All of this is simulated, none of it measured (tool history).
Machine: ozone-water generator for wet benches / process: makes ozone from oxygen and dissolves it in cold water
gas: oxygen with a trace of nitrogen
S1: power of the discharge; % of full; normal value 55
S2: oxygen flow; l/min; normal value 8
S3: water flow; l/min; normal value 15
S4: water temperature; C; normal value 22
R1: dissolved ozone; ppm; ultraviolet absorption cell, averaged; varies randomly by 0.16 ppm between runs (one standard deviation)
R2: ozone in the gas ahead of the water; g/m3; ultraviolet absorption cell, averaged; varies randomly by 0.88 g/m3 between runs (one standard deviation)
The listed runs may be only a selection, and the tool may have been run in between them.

| run | day | S1 | S2 | S3 | S4 | R1 | R2 |
|---|---|---|---|---|---|---|---|
| 1 | 0 | 55 | 8 | 15 | 22 | 20.3 | 143 |
| 2 | 2.438 | 55 | 8 | 15 | 22 | 20.4 | 142.8 |
| 3 | 4.058 | 55 | 8 | 15 | 22 | 20 | 145.3 |
| 4 | 6.312 | 55 | 8 | 15 | 22 | 20.3 | 141.5 |
| 5 | 7.458 | 55 | 8 | 15 | 22 | 20.1 | 144 |
| 6 | 9.171 | 55 | 8 | 15 | 22 | 20.2 | 144.6 |
| 7 | 10.717 | 55 | 5.55 | 15 | 22 | 19.8 | 163.1 |
| 8 | 12.95 | 55 | 5.55 | 15 | 22 | 20 | 163.4 |
| 9 | 14.917 | 55 | 8 | 15 | 22 | 20.1 | 143.5 |
| 10 | 16.533 | 55 | 8 | 15 | 22 | 20.3 | 142.4 |
| 11 | 18.333 | 55 | 8 | 15 | 22 | 20.1 | 144.5 |
| 12 | 19.783 | 55 | 8 | 15 | 22 | 20.2 | 144.9 |
| 13 | 21.571 | 97 | 8 | 15 | 22 | 28.5 | 204.2 |
| 14 | 23.096 | 97 | 8 | 15 | 22 | 28.9 | 203.9 |
| 15 | 24.529 | 55 | 8 | 15 | 22 | 20.3 | 144.2 |
| 16 | 26.85 | 55 | 8 | 15 | 27 | 18.2 | 144.5 |
| 17 | 28.842 | 55 | 8 | 15 | 27 | 18.1 | 144.4 |
| 18 | 30.654 | 55 | 8 | 9 | 27 | 23.9 | 142.4 |
| 19 | 31.883 | 79 | 8 | 9 | 17 | 38.5 | 178 |
| 20 | 33.25 | 55 | 8 | 22 | 24 | 14.5 | 144.5 |
| 21 | 35.021 | 79 | 5.27 | 22 | 24 | 16.7 | 209.2 |
| 22 | 36.779 | 79 | 5.27 | 22 | 24 | 17.2 | 209 |
| 23 | 38.471 | 79 | 5.27 | 22 | 24 | 17.1 | 207.3 |
| 24 | 39.721 | 65 | 8 | 16 | 18 | 23.2 | 160 |
| 25 | 40.958 | 55 | 11.13 | 15 | 28 | 17.5 | 129.4 |
| 26 | 42.538 | 55 | 5.01 | 10 | 28 | 22.9 | 167.9 |
| 27 | 44.225 | 55 | 5.01 | 10 | 28 | 23.1 | 170 |
| 28 | 46.808 | 55 | 13.98 | 10 | 28 | 20.6 | 119.5 |
| 29 | 48.167 | 64 | 4.91 | 15 | 22 | 21.3 | 185.2 |
| 30 | 50.2 | 55 | 8 | 14 | 22 | 21.2 | 145.4 |
| 31 | 52.333 | 72 | 7.35 | 24 | 16 | 17.9 | 175.3 |
| 32 | 54.325 | 83 | 8 | 15 | 22 | 26 | 184.7 |
| 33 | 56.683 | 51 | 5.91 | 14 | 26 | 18.5 | 153.1 |

Below are 4 alternative next runs, each starting from the tool's condition after run 33. Predict each:
| A | 58.633 | 42 | 8 | 15 | 14 | ? | ? |
| B | 58.633 | 51 | 5.64 | 14 | 26 | ? | ? |
| C | 58.633 | 51 | 6.18 | 9 | 26 | ? | ? |
| D | 58.633 | 51 | 11.92 | 14 | 23 | ? | ? |

| run | R1 | R2 |
|---|---|---|
| A | 20 | 121.1 |
| B | 18.4 | 156.1 |
| C | 24.1 | 150.9 |
| D | 19.3 | 121 |
What these runs would have given with no unlogged condition in the tool:
| run | R1 | R2 |
|---|---|---|
| A | 20.1 | 121.2 |
| B | 18.4 | 156.1 |
| C | 24.1 | 150.9 |
| D | 19.3 | 121.1 |
